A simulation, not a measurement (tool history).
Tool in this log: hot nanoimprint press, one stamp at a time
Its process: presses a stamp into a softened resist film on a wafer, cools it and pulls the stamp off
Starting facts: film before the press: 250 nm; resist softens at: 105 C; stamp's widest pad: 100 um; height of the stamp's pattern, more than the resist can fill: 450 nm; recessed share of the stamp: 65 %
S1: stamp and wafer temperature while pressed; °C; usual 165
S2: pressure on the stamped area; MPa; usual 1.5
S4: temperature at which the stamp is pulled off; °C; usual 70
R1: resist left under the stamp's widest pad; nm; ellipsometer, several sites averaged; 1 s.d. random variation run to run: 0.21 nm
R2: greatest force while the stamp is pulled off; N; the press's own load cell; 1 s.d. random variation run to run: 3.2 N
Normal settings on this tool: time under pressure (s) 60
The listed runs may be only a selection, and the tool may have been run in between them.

run 1 hour=0 | S1=165 S2=1.5 time_under_pressure_(s)=60 S4=70 | R1=119.2 R2=257
run 2 hour=14.1 | S1=165 S2=1.5 time_under_pressure_(s)=97 S4=70 | R1=100.7 R2=259
run 3 hour=23.2 | S1=165 S2=1.5 time_under_pressure_(s)=60 S4=70 | R1=118.6 R2=267
run 4 hour=39.2 | S1=165 S2=1.5 time_under_pressure_(s)=60 S4=70 | R1=118.4 R2=266
run 5 hour=52.2 | S1=165 S2=1.5 time_under_pressure_(s)=60 S4=70 | R1=118.6 R2=265
run 6 hour=66.9 | S1=165 S2=1.5 time_under_pressure_(s)=60 S4=70 | R1=118.3 R2=269
run 7 hour=85 | S1=165 S2=1.5 time_under_pressure_(s)=60 S4=70 | R1=118.1 R2=267
run 8 hour=97.3 | S1=165 S2=1.5 time_under_pressure_(s)=60 S4=73 | R1=118.1 R2=264
run 9 hour=116.3 | S1=165 S2=1.5 time_under_pressure_(s)=60 S4=73 | R1=117.9 R2=269
run 10 hour=131.3 | S1=165 S2=1.5 time_under_pressure_(s)=60 S4=73 | R1=117.6 R2=268
run 11 hour=143.1 | S1=165 S2=1.5 time_under_pressure_(s)=60 S4=73 | R1=117.9 R2=267
run 12 hour=163.7 | S1=165 S2=1.5 time_under_pressure_(s)=47 S4=70 | R1=127.5 R2=263
run 13 hour=180 | S1=165 S2=1.5 time_under_pressure_(s)=60 S4=70 | R1=117.1 R2=275
run 14 hour=197.6 | S1=165 S2=1.5 time_under_pressure_(s)=60 S4=70 | R1=125 R2=283
run 15 hour=212.5 | S1=165 S2=1.5 time_under_pressure_(s)=60 S4=70 | R1=125 R2=279
run 16 hour=227.8 | S1=154 S2=1.5 time_under_pressure_(s)=60 S4=76 | R1=189.9 R2=273
run 17 hour=242.9 | S1=163 S2=1.5 time_under_pressure_(s)=90 S4=65 | R1=118.9 R2=284
run 18 hour=255.5 | S1=163 S2=2.29 time_under_pressure_(s)=90 S4=65 | R1=95.5 R2=297
run 19 hour=276.4 | S1=165 S2=1.5 time_under_pressure_(s)=57 S4=70 | R1=126.4 R2=214
run 20 hour=288.6 | S1=163 S2=1.15 time_under_pressure_(s)=36 S4=76 | R1=174.2 R2=200
run 21 hour=301.1 | S1=168 S2=1.05 time_under_pressure_(s)=46 S4=56 | R1=141 R2=229
run 22 hour=318.8 | S1=168 S2=1.05 time_under_pressure_(s)=46 S4=56 | R1=140.7 R2=232
run 23 hour=334.5 | S1=168 S2=1.05 time_under_pressure_(s)=46 S4=56 | R1=140.7 R2=238
run 24 hour=343.9 | S1=168 S2=1.05 time_under_pressure_(s)=46 S4=56 | R1=140.3 R2=234
run 25 hour=357.4 | S1=166 S2=1.05 time_under_pressure_(s)=51 S4=56 | R1=147.1 R2=241
run 26 hour=377 | S1=176 S2=1.67 time_under_pressure_(s)=60 S4=63 | R1=71.5 R2=228
run 27 hour=395.9 | S1=160 S2=1.67 time_under_pressure_(s)=90 S4=71 | R1=127.8 R2=216
run 28 hour=414.1 | S1=160 S2=1.67 time_under_pressure_(s)=90 S4=71 | R1=127.4 R2=222
run 29 hour=432.2 | S1=169 S2=1.02 time_under_pressure_(s)=69 S4=76 | R1=119.2 R2=218
run 30 hour=452.8 | S1=156 S2=1.45 time_under_pressure_(s)=32 S4=64 | R1=201.8 R2=237

Missing from the log above: 2 entries noted between runs. For each, name the pair of listed runs it sits between and say how the tool's hidden condition differs from the listed run just before to the listed run just after:
Runs 13 to 14: plate thermocouple calibrated (hour 193)
  true temperature over the reading, C: 1.24 -> -0.15; pressure that arrives at the usual setting, %: 98.5 -> 98.42; grip of the stamp's worn release coat, % over a new coat's: 32.1 -> 32.8
  what was measured, less what the result would be without the hidden state, R1: -5.6 -> +1.8 nm; R2: +65 -> +70 N
Runs 18 to 19: stamp cleaned and given a new release coat (hour 273.9)
  true temperature over the reading, C: -0.02 -> 0.01; pressure that arrives at the usual setting, %: 98.11 -> 98.02; grip of the stamp's worn release coat, % over a new coat's: 35.4 -> 0.1
  what was measured, less what the result would be without the hidden state, R1: +1.6 -> +1.2 nm; R2: +77 -> +1 N

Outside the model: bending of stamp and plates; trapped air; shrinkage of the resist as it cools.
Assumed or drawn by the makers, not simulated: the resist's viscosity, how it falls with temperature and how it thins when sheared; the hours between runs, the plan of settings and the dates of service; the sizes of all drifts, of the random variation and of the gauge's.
